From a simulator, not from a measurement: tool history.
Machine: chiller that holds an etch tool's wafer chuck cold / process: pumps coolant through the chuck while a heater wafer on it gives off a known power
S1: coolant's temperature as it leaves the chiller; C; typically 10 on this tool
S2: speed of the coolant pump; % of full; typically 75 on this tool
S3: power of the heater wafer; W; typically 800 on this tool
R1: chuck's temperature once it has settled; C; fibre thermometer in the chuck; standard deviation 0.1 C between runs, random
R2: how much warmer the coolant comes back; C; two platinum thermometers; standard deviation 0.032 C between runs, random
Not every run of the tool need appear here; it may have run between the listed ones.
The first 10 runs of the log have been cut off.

run	hour	S1	S2	S3	R1	R2
11	638.2	10	75	917	22.4	4.94
12	727.7	10	75	800	20.9	4.3
13	794.1	17	75	800	27.9	4.34
14	840.6	17	75	800	28	4.34
# hour 860.8: coolant changed, channels flushed
15	927.7	17	75	800	26.5	4.28
16	982.7	17	75	800	26.6	4.34
17	1035.6	10	82	730	18.5	3.61
18	1078.7	10	82	730	18.5	3.62
19	1156.2	5	85	800	14.3	3.83
20	1241.6	17	75	800	26.9	4.35
21	1287.3	10	62	800	21.6	5.34
# hour 1295.9: chiller's thermometer calibrated
22	1359.7	10	82	480	16.3	2.4
23	1430.3	10	82	480	16.6	2.36
24	1476.3	10	82	459	16.3	2.3
25	1538.7	19	97	800	27.9	3.31
# hour 1546.8: chiller's thermometer calibrated, once more
26	1600.2	19	97	800	26.5	3.34
27	1666.7	19	97	800	26.5	3.45
28	1737.1	10	62	1081	24.1	7.3
29	1827.8	10	62	1081	24.1	7.39
30	1908.5	11	92	800	18.9	3.61
31	1981.2	2	71	719	10.4	4.24
32	2058.7	12	68	719	20.8	4.42

Alternative continuations, all from the tool just after run 32; predict every row:
A	2160.5	4	68	719	?	?
B	2160.5	2	60	607	?	?
C	2160.5	7	68	743	?	?
D	2160.5	3	77	1023	?	?

run	R1	R2
A	12.9	4.41
B	10.3	4.31
C	16.1	4.65
D	14.8	5.49
Had the tool no hidden state, the same runs would have come out as:
run	R1	R2
A	11.8	3.85
B	9.3	3.77
C	15	4.06
D	13.4	4.78

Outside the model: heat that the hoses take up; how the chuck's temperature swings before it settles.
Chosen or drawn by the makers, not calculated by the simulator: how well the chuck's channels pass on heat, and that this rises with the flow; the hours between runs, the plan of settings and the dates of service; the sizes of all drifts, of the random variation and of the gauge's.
